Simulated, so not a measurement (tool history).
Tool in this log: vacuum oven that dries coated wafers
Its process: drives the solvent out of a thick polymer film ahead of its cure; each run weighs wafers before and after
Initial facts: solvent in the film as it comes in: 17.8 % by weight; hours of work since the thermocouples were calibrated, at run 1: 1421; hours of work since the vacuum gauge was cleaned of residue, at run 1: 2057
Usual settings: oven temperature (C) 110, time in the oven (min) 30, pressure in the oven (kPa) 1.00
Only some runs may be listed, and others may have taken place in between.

run,day,oven temperature (C),time in the oven (min),pressure in the oven (kPa),hours of work since the thermocouples were calibrated,hours of work since the vacuum gauge was cleaned of residue,solvent left in the film (%)
1,0.000,110,30,1.00,1421,2057,1.89
2,4.608,123,30,1.00,1508,2144,0.55
3,8.654,110,30,1.00,1584,2220,1.89
4,11.808,110,30,1.00,1643,2279,1.85
5,14.246,110,30,1.00,1689,2325,1.86
6,16.379,113,30,1.00,1729,2366,1.39
# day 17.475: oven's thermocouples calibrated
7,20.717,113,30,1.00,61,2446,1.82
8,24.400,110,30,1.00,130,2515,2.31
9,26.900,110,30,1.00,177,2562,2.27
10,31.233,110,25,1.00,259,2644,2.93
11,34.412,110,25,1.00,319,2704,2.93
12,37.900,110,30,1.00,385,2769,2.28
13,41.100,110,20,1.00,445,2830,3.92
14,44.312,110,20,1.00,505,2890,3.84
15,46.604,110,20,1.00,549,2933,3.79
16,50.071,110,20,1.00,614,2999,3.85
# day 52.371: vacuum gauge cleaned of residue and calibrated
17,52.721,110,20,1.00,663,7,3.58
18,57.017,110,35,1.00,744,87,1.45
19,61.342,110,17,1.00,825,169,4.33
20,64.767,110,30,0.86,890,233,1.82
21,69.133,110,30,0.86,972,316,1.80
22,72.183,122,40,2.79,1029,373,0.92
23,75.667,122,40,2.79,1095,439,0.91
24,77.867,120,30,1.00,1136,480,0.66
25,80.825,95,23,1.00,1192,536,6.98
26,83.004,116,20,1.66,1233,577,2.28
27,85.954,112,48,1.66,1289,633,0.96
28,89.138,112,48,1.66,1349,692,0.94
29,92.579,112,48,1.66,1413,757,0.95
30,95.392,97,39,0.95,1466,810,3.66
31,99.225,104,20,0.92,1539,882,4.87
32,102.925,99,20,0.92,1608,952,6.35
33,106.833,110,16,1.00,1682,1026,4.34
34,109.071,97,31,0.68,1724,1068,4.54
# day 110.446: oven's thermocouples calibrated
35,111.271,101,29,0.63,16,1108,4.33
36,115.050,115,29,1.87,87,1179,1.68
37,119.417,103,30,3.25,169,1261,4.78
38,122.508,103,30,1.16,227,1319,3.78
39,126.075,110,30,1.33,294,1387,2.26
40,128.321,96,52,3.51,337,1429,4.75

Same runs, no hidden state in the tool, same run-to-run variation:
Unlogged tool condition in this case: true wafer temperature over the reading, C; true pressure over the reading, kPa; drift of the gauge itself on solvent_pct, %.
run,solvent left in the film (%)
1,1.99
2,0.49
3,2.01
4,1.99
5,2.00
6,1.47
7,1.56
8,2.03
9,2.00
10,2.68
11,2.69
12,2.05
13,3.75
14,3.69
15,3.65
16,3.73
17,3.74
18,1.55
19,4.55
20,1.98
21,1.97
22,0.94
23,0.93
24,0.72
25,7.33
26,2.53
27,1.00
28,0.98
29,1.00
30,4.05
31,5.33
32,6.84
33,4.83
34,5.05
35,4.22
36,1.60
37,4.72
38,3.73
39,2.21
40,4.68
